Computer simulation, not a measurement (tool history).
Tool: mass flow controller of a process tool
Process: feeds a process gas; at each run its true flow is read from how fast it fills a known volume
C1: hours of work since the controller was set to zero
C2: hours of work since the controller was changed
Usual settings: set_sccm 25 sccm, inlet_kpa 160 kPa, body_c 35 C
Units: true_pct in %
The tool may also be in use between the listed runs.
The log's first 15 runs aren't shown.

Run 16, day 135.321: usual settings but body_c 32 C; C1 4869; C2 4869. Result: true_pct 97.59 %.
Run 17, day 145.521: usual settings but body_c 32 C; C1 5056; C2 5056. Result: true_pct 97.55 %.
Run 18, day 154.071: usual settings but body_c 32 C; C1 5213; C2 5213. Result: true_pct 97.5 %.
Run 19, day 159.512: usual settings but body_c 32 C; C1 5313; C2 5313. Result: true_pct 97.65 %.
Run 20, day 170.725: usual settings but body_c 32 C; C1 5518; C2 5518. Result: true_pct 97.39 %.
Run 21, day 180.929: usual settings but set_sccm 47 sccm, inlet_kpa 212 kPa, body_c 37 C; C1 5705; C2 5705. Result: true_pct 98.68 %.
Run 22, day 188.646: usual settings but set_sccm 8 sccm, inlet_kpa 274 kPa, body_c 28 C; C1 5847; C2 5847. Result: true_pct 94.48 %.
Run 23, day 194.633: usual settings but set_sccm 7 sccm, inlet_kpa 201 kPa; C1 5956; C2 5956. Result: true_pct 94.53 %.
Run 24, day 201.004: usual settings but inlet_kpa 187 kPa, body_c 26 C; C1 6073; C2 6073. Result: true_pct 96.97 %.
Run 25, day 208.512: usual settings but set_sccm 17 sccm, inlet_kpa 187 kPa, body_c 28 C; C1 6211; C2 6211. Result: true_pct 96.3 %.
Run 26, day 217.746: usual settings but set_sccm 6 sccm, inlet_kpa 206 kPa, body_c 28 C; C1 6380; C2 6380. Result: true_pct 93.48 %.
Run 27, day 229.079: usual settings but set_sccm 6 sccm, inlet_kpa 206 kPa, body_c 28 C; C1 6588; C2 6588. Result: true_pct 93.25 %.
At day 232.488: controller's zero set anew.
Run 28, day 241.625: usual settings but set_sccm 6 sccm, inlet_kpa 206 kPa, body_c 28 C; C1 167; C2 6817. Result: true_pct 96.53 %.
Run 29, day 247.175: usual settings but set_sccm 6 sccm, inlet_kpa 206 kPa, body_c 28 C; C1 269; C2 6919. Result: true_pct 96.56 %.
Run 30, day 253.429: usual settings but set_sccm 6 sccm, inlet_kpa 206 kPa, body_c 28 C; C1 384; C2 7033. Result: true_pct 96.46 %.
Run 31, day 259.988: usual settings but set_sccm 35 sccm, inlet_kpa 213 kPa, body_c 28 C; C1 504; C2 7154. Result: true_pct 98.01 %.
Run 32, day 270.8: usual settings but inlet_kpa 262 kPa; C1 702; C2 7352. Result: true_pct 97.63 %.
Run 33, day 282.962: usual settings but inlet_kpa 262 kPa; C1 925; C2 7575. Result: true_pct 97.43 %.
Run 34, day 288.883: usual settings but set_sccm 27 sccm, body_c 23 C; C1 1034; C2 7683. Result: true_pct 97.32 %.
Run 35, day 297.379: usual settings but inlet_kpa 162 kPa, body_c 20 C; C1 1189; C2 7839. Result: true_pct 97.09 %.
Run 36, day 309.404: usual settings but set_sccm 22 sccm, inlet_kpa 167 kPa, body_c 40 C; C1 1410; C2 8059. Result: true_pct 97.47 %.
Run 37, day 321.025: usual settings but set_sccm 22 sccm, inlet_kpa 167 kPa, body_c 40 C; C1 1623; C2 8272. Result: true_pct 97.32 %.
Run 38, day 331.896: usual settings but inlet_kpa 248 kPa; C1 1822; C2 8471. Result: true_pct 97.07 %.
Run 39, day 337.75: usual settings but inlet_kpa 248 kPa; C1 1929; C2 8579. Result: true_pct 97.11 %.
Run 40, day 347.433: usual settings but set_sccm 16 sccm, inlet_kpa 194 kPa; C1 2107; C2 8756. Result: true_pct 96.73 %.

3 ways to go on from here, each from the tool as it stands after run 40. What would each give?
Run A, day 355.8: usual settings but body_c 26 C; C1 2260; C2 8909. Result: true_pct ?.
Run B, day 355.8: usual settings but set_sccm 14 sccm, body_c 26 C; C1 2260; C2 8909. Result: true_pct ?.
Run C, day 355.8: usual settings but set_sccm 24 sccm, inlet_kpa 230 kPa; C1 2260; C2 8909. Result: true_pct ?.

run  true_pct
  A     96.95
  B     96.34
  C      97.1
Without the tool's hidden state the same runs would have given:
run  true_pct
  A      98.9
  B     98.51
  C     99.06
